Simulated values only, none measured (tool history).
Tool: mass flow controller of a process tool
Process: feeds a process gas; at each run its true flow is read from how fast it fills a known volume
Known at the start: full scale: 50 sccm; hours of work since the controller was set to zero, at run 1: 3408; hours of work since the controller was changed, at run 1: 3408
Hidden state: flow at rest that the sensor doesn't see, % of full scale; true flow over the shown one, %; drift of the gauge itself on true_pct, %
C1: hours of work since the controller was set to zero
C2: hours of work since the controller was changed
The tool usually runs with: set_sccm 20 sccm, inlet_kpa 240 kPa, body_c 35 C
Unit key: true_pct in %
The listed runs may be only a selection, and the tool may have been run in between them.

run 1 day=0 | set_sccm=20 inlet_kpa=240 body_c=35 | C1=3408 C2=3408 | true_pct=98.64
run 2 day=10.467 | set_sccm=20 inlet_kpa=257 body_c=35 | C1=3495 C2=3495 | true_pct=98.66
run 3 day=19.446 | set_sccm=20 inlet_kpa=146 body_c=35 | C1=3569 C2=3569 | true_pct=98.98
run 4 day=26 | set_sccm=20 inlet_kpa=240 body_c=35 | C1=3623 C2=3623 | true_pct=98.86
run 5 day=33.421 | set_sccm=20 inlet_kpa=240 body_c=35 | C1=3685 C2=3685 | true_pct=98.81
run 6 day=43.233 | set_sccm=25 inlet_kpa=240 body_c=35 | C1=3766 C2=3766 | true_pct=99.05
run 7 day=53.783 | set_sccm=20 inlet_kpa=240 body_c=35 | C1=3853 C2=3853 | true_pct=98.6
run 8 day=61.717 | set_sccm=20 inlet_kpa=240 body_c=36 | C1=3919 C2=3919 | true_pct=98.74
run 9 day=67.546 | set_sccm=20 inlet_kpa=240 body_c=36 | C1=3967 C2=3967 | true_pct=98.75
run 10 day=76.854 | set_sccm=20 inlet_kpa=240 body_c=33 | C1=4044 C2=4044 | true_pct=98.52
run 11 day=82.558 | set_sccm=20 inlet_kpa=240 body_c=35 | C1=4092 C2=4092 | true_pct=98.75
run 12 day=91.183 | set_sccm=20 inlet_kpa=240 body_c=34 | C1=4163 C2=4163 | true_pct=98.49
run 13 day=97.729 | set_sccm=20 inlet_kpa=240 body_c=34 | C1=4217 C2=4217 | true_pct=98.63
run 14 day=104.983 | set_sccm=20 inlet_kpa=240 body_c=32 | C1=4277 C2=4277 | true_pct=98.34
run 15 day=112.479 | set_sccm=23 inlet_kpa=240 body_c=35 | C1=4339 C2=4339 | true_pct=98.99
run 16 day=119.796 | set_sccm=23 inlet_kpa=240 body_c=35 | C1=4400 C2=4400 | true_pct=98.86
run 17 day=127.558 | set_sccm=23 inlet_kpa=240 body_c=35 | C1=4464 C2=4464 | true_pct=98.92
run 18 day=136.842 | set_sccm=23 inlet_kpa=240 body_c=35 | C1=4541 C2=4541 | true_pct=98.95
run 19 day=142.554 | set_sccm=11 inlet_kpa=240 body_c=35 | C1=4589 C2=4589 | true_pct=98.14
run 20 day=152.571 | set_sccm=11 inlet_kpa=240 body_c=35 | C1=4671 C2=4671 | true_pct=98.22
run 21 day=163.692 | set_sccm=8 inlet_kpa=240 body_c=35 | C1=4764 C2=4764 | true_pct=97.88
run 22 day=171.804 | set_sccm=41 inlet_kpa=240 body_c=35 | C1=4831 C2=4831 | true_pct=100.07
run 23 day=179.225 | set_sccm=41 inlet_kpa=240 body_c=35 | C1=4892 C2=4892 | true_pct=99.95
run 24 day=188.696 | set_sccm=41 inlet_kpa=240 body_c=35 | C1=4971 C2=4971 | true_pct=100.14
run 25 day=196.754 | set_sccm=12 inlet_kpa=197 body_c=34 | C1=5037 C2=5037 | true_pct=98.26
run 26 day=201.783 | set_sccm=22 inlet_kpa=240 body_c=35 | C1=5079 C2=5079 | true_pct=98.86
run 27 day=209.362 | set_sccm=8 inlet_kpa=257 body_c=35 | C1=5142 C2=5142 | true_pct=97.83
run 28 day=219.596 | set_sccm=8 inlet_kpa=257 body_c=35 | C1=5226 C2=5226 | true_pct=97.89
run 29 day=229.558 | set_sccm=20 inlet_kpa=240 body_c=23 | C1=5309 C2=5309 | true_pct=97.79
run 30 day=234.558 | set_sccm=9 inlet_kpa=188 body_c=29 | C1=5350 C2=5350 | true_pct=97.63
run 31 day=245.521 | set_sccm=48 inlet_kpa=186 body_c=39 | C1=5441 C2=5441 | true_pct=101.1
run 32 day=256.875 | set_sccm=5 inlet_kpa=212 body_c=28 | C1=5535 C2=5535 | true_pct=97.28
run 33 day=267.471 | set_sccm=5 inlet_kpa=212 body_c=28 | C1=5623 C2=5623 | true_pct=97.26
run 34 day=277.625 | set_sccm=5 inlet_kpa=212 body_c=28 | C1=5707 C2=5707 | true_pct=97.44
run 35 day=283.142 | set_sccm=30 inlet_kpa=240 body_c=28 | C1=5753 C2=5753 | true_pct=98.61
run 36 day=294.433 | set_sccm=20 inlet_kpa=216 body_c=34 | C1=5846 C2=5846 | true_pct=98.67
run 37 day=305.583 | set_sccm=15 inlet_kpa=240 body_c=23 | C1=5938 C2=5938 | true_pct=97.46
run 38 day=314.692 | set_sccm=15 inlet_kpa=240 body_c=23 | C1=6014 C2=6014 | true_pct=97.37
run 39 day=320.654 | set_sccm=13 inlet_kpa=226 body_c=31 | C1=6063 C2=6063 | true_pct=97.88
run 40 day=326.671 | set_sccm=48 inlet_kpa=175 body_c=22 | C1=6113 C2=6113 | true_pct=99.7
run 41 day=334.421 | set_sccm=23 inlet_kpa=240 body_c=24 | C1=6177 C2=6177 | true_pct=98.11
run 42 day=341.379 | set_sccm=8 inlet_kpa=207 body_c=23 | C1=6235 C2=6235 | true_pct=97.04
run 43 day=349.217 | set_sccm=27 inlet_kpa=265 body_c=28 | C1=6300 C2=6300 | true_pct=98.39
run 44 day=357.617 | set_sccm=27 inlet_kpa=265 body_c=28 | C1=6369 C2=6369 | true_pct=98.58
run 45 day=366.679 | set_sccm=11 inlet_kpa=168 body_c=31 | C1=6444 C2=6444 | true_pct=98.21
run 46 day=372.362 | set_sccm=11 inlet_kpa=168 body_c=29 | C1=6491 C2=6491 | true_pct=98.14
run 47 day=377.825 | set_sccm=11 inlet_kpa=168 body_c=29 | C1=6537 C2=6537 | true_pct=97.99
run 48 day=388.942 | set_sccm=11 inlet_kpa=168 body_c=29 | C1=6629 C2=6629 | true_pct=97.94

3 options for the next run, each taken on its own from the tool as it stands now. Forecast them:
run A day=394.321 | set_sccm=12 inlet_kpa=158 body_c=30 | C1=6673 C2=6673 | true_pct=?
run B day=394.321 | set_sccm=20 inlet_kpa=240 body_c=32 | C1=6673 C2=6673 | true_pct=?
run C day=394.321 | set_sccm=36 inlet_kpa=156 body_c=27 | C1=6673 C2=6673 | true_pct=?

run=A true_pct=98.11
run=B true_pct=98.42
run=C true_pct=99.48
What these runs would have given with no unlogged condition in the tool:
run=A true_pct=98.14
run=B true_pct=98.44
run=C true_pct=99.5

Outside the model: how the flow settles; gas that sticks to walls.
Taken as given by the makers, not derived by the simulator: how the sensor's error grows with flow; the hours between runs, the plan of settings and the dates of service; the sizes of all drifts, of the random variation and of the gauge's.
